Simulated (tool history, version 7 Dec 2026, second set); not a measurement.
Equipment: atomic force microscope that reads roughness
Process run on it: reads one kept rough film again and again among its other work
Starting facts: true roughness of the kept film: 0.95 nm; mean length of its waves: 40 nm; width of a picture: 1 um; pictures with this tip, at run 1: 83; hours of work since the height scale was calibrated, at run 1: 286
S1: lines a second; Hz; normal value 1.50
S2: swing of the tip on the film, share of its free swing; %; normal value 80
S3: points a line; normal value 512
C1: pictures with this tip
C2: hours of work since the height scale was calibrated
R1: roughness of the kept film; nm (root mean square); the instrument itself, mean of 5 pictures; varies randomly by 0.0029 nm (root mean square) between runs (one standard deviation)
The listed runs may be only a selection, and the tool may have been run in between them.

run,hour,S1,S2,S3,C1,C2,R1
1,0.0,1.50,80,512,83,286,0.766
# hour 8.5: new tip fitted
2,23.0,1.50,80,512,25,297,0.791
3,37.5,1.50,80,512,50,305,0.781
4,54.8,1.50,80,512,80,314,0.770
# hour 64.7: new tip fitted
5,66.5,1.50,80,512,3,320,0.795
6,83.5,1.50,80,354,33,329,0.786
7,93.5,1.50,80,354,50,334,0.778
8,111.8,1.50,80,354,82,344,0.771
# hour 121.7: new tip fitted
9,133.9,1.50,80,354,21,355,0.787
10,156.6,1.50,80,354,61,367,0.768
11,173.6,1.27,80,512,90,376,0.779
# hour 178.8: new tip fitted
12,194.2,1.27,80,512,27,386,0.811
13,205.4,1.27,80,512,46,392,0.807
# hour 208.0: height scale calibrated on a step standard
14,218.6,1.27,80,512,67,6,0.792
# hour 236.5: new tip fitted
15,237.5,1.27,80,512,1,15,0.820
16,252.3,1.50,80,512,27,23,0.787
17,274.1,1.50,80,512,65,34,0.774
18,288.6,1.50,80,512,90,42,0.768
# hour 292.4: new tip fitted
19,308.3,1.50,80,512,27,52,0.789
20,320.8,1.50,80,512,49,58,0.782
21,337.9,1.50,80,512,78,67,0.776
# hour 344.8: height scale calibrated on a step standard, once more
# hour 349.8: new tip fitted
22,357.0,1.50,80,512,13,6,0.790
23,374.0,1.50,83,512,42,15,0.762
24,390.2,0.51,83,512,70,23,0.843
# hour 405.7: new tip fitted
25,408.1,0.51,83,512,4,33,0.866
26,422.8,0.77,64,805,29,40,0.883
27,437.8,0.71,65,482,55,48,0.874
28,449.5,0.71,65,482,75,54,0.860
# hour 462.4: new tip fitted
29,469.9,0.71,86,882,13,65,0.835
30,485.1,0.71,86,882,39,73,0.824
31,499.9,0.71,86,882,65,80,0.815
32,516.7,1.50,80,788,94,89,0.759
# hour 518.2: new tip fitted
33,529.2,1.30,75,631,19,95,0.832
34,545.1,1.30,75,631,46,104,0.819
35,557.9,0.82,66,720,69,110,0.859
# hour 574.7: new tip fitted
36,576.5,0.82,60,720,3,120,0.901
37,595.6,0.82,60,720,36,130,0.887
38,618.4,3.74,83,706,75,142,0.612
# hour 631.4: new tip fitted
39,634.3,0.53,85,706,5,150,0.859
40,650.9,0.53,85,706,34,159,0.853
41,663.8,0.53,85,706,56,165,0.846
42,673.8,2.99,58,378,74,171,0.821
43,685.8,3.50,58,723,94,177,0.807
# hour 688.0: new tip fitted
44,701.9,3.19,58,723,24,185,0.832
45,717.5,3.19,58,723,51,193,0.826
46,729.1,0.99,80,685,72,199,0.811
# hour 744.4: new tip fitted
47,751.2,0.99,80,685,12,211,0.839
48,768.9,2.20,78,594,43,220,0.751
49,786.6,3.11,56,549,73,229,0.832

Below, some changes in R1 between adjacent runs. For each, the amount present without the hidden state too (settings, incoming material, random variation) and the amount remaining for the hidden state with gauge scatter not shared by both compared results:
What the log doesn't record here: radius of the tip, nm; height scale over the true one, %; drift of the gauge itself on roughness_nm, %.
Run 32 -> 33: S1 1.50 -> 1.30, S2 80 -> 75, S3 788 -> 631, new tip fitted. R1 +0.073 nm (root mean square): hidden state +0.030, all else +0.043.
Run 35 -> 36: S2 66 -> 60, new tip fitted. R1 +0.042 nm (root mean square): hidden state +0.028, all else +0.014.
Run 37 -> 38: S1 0.82 -> 3.74, S2 60 -> 83, S3 720 -> 706. R1 -0.275 nm (root mean square): hidden state -0.008, all else -0.267.
Run 38 -> 39: S1 3.74 -> 0.53, S2 83 -> 85, new tip fitted. R1 +0.247 nm (root mean square): hidden state +0.021, all else +0.226.
Run 43 -> 44: S1 3.50 -> 3.19, new tip fitted. R1 +0.025 nm (root mean square): hidden state +0.029, all else -0.004.
Run 47 -> 48: S1 0.99 -> 2.20, S2 80 -> 78, S3 685 -> 594. R1 -0.088 nm (root mean square): hidden state -0.010, all else -0.078.
